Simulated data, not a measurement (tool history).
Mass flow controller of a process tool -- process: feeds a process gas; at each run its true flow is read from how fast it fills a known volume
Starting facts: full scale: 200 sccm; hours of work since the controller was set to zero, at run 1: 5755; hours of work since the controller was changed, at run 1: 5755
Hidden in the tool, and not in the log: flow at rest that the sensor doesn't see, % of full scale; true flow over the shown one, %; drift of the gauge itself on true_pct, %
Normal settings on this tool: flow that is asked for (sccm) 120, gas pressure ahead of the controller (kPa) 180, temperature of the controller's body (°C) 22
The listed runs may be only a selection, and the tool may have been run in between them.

| run | hour | flow that is asked for (sccm) | gas pressure ahead of the controller (kPa) | temperature of the controller's body (°C) | hours of work since the controller was set to zero | hours of work since the controller was changed | true flow (%) |
|---|---|---|---|---|---|---|---|
| 1 | 0 | 120 | 180 | 22 | 5755 | 5755 | 101.78 |
| 2 | 176.5 | 120 | 180 | 22 | 5861 | 5861 | 101.72 |
| 3 | 553.3 | 120 | 180 | 22 | 6086 | 6086 | 101.95 |
| 4 | 959.5 | 120 | 180 | 22 | 6328 | 6328 | 102 |
| 5 | 1313.8 | 197 | 180 | 22 | 6540 | 6540 | 102.39 |
| 6 | 1583.8 | 197 | 180 | 22 | 6701 | 6701 | 102.57 |
| 7 | 1785.7 | 197 | 180 | 22 | 6822 | 6822 | 102.54 |
|  | 1961.5 | controller's zero set anew |
| 8 | 2023.7 | 197 | 180 | 22 | 37 | 6964 | 101.96 |
| 9 | 2420.9 | 197 | 180 | 22 | 275 | 7201 | 102.23 |
| 10 | 2714.9 | 197 | 180 | 22 | 450 | 7377 | 102.16 |
| 11 | 2896.4 | 197 | 180 | 26 | 559 | 7485 | 101.79 |
| 12 | 3187.4 | 120 | 180 | 22 | 733 | 7659 | 101.47 |
| 13 | 3576.8 | 120 | 180 | 30 | 965 | 7892 | 100.72 |
| 14 | 3856.4 | 120 | 278 | 22 | 1132 | 8059 | 102.3 |
| 15 | 4187 | 120 | 278 | 22 | 1330 | 8257 | 102.47 |
| 16 | 4496.9 | 120 | 278 | 22 | 1515 | 8442 | 102.52 |
| 17 | 4699.7 | 120 | 278 | 22 | 1636 | 8563 | 102.5 |
| 18 | 5005.5 | 120 | 278 | 22 | 1819 | 8746 | 102.65 |
| 19 | 5336.2 | 114 | 180 | 22 | 2016 | 8943 | 102.08 |
| 20 | 5646.9 | 114 | 180 | 22 | 2202 | 9129 | 102.17 |
| 21 | 6006.3 | 33 | 180 | 22 | 2417 | 9344 | 102.47 |
| 22 | 6375.2 | 33 | 207 | 22 | 2637 | 9564 | 102.82 |
| 23 | 6768.5 | 61 | 204 | 22 | 2872 | 9799 | 102.42 |
| 24 | 7011.1 | 113 | 140 | 29 | 3017 | 9944 | 101.5 |
| 25 | 7237.1 | 60 | 153 | 29 | 3152 | 10079 | 101.55 |
| 26 | 7487.5 | 120 | 279 | 22 | 3302 | 10229 | 103.16 |
| 27 | 7784.4 | 188 | 156 | 21 | 3479 | 10406 | 103.09 |
| 28 | 7978.7 | 154 | 154 | 21 | 3595 | 10522 | 102.85 |
| 29 | 8306.1 | 154 | 154 | 27 | 3791 | 10718 | 102.36 |
| 30 | 8569.9 | 89 | 250 | 27 | 3949 | 10875 | 102.63 |
| 31 | 8925.4 | 63 | 268 | 38 | 4161 | 11088 | 101.82 |
| 32 | 9123.4 | 175 | 268 | 38 | 4279 | 11206 | 102.1 |
| 33 | 9419.4 | 175 | 268 | 38 | 4456 | 11383 | 102.16 |
| 34 | 9585.8 | 120 | 180 | 33 | 4556 | 11483 | 101.91 |
| 35 | 9819.1 | 120 | 180 | 33 | 4695 | 11622 | 102.03 |

3 options for the next run, each taken on its own from the tool as it stands now. Forecast them:
| A | 10077.4 | 23 | 180 | 20 | 4849 | 11776 | ? |
| B | 10077.4 | 154 | 180 | 22 | 4849 | 11776 | ? |
| C | 10077.4 | 117 | 142 | 23 | 4849 | 11776 | ? |

| run | true flow (%) |
|---|---|
| A | 105.63 |
| B | 103.38 |
| C | 102.87 |
With no hidden state in the tool, these same runs would have given:
| run | true flow (%) |
|---|---|
| A | 98.83 |
| B | 99.78 |
| C | 99.09 |

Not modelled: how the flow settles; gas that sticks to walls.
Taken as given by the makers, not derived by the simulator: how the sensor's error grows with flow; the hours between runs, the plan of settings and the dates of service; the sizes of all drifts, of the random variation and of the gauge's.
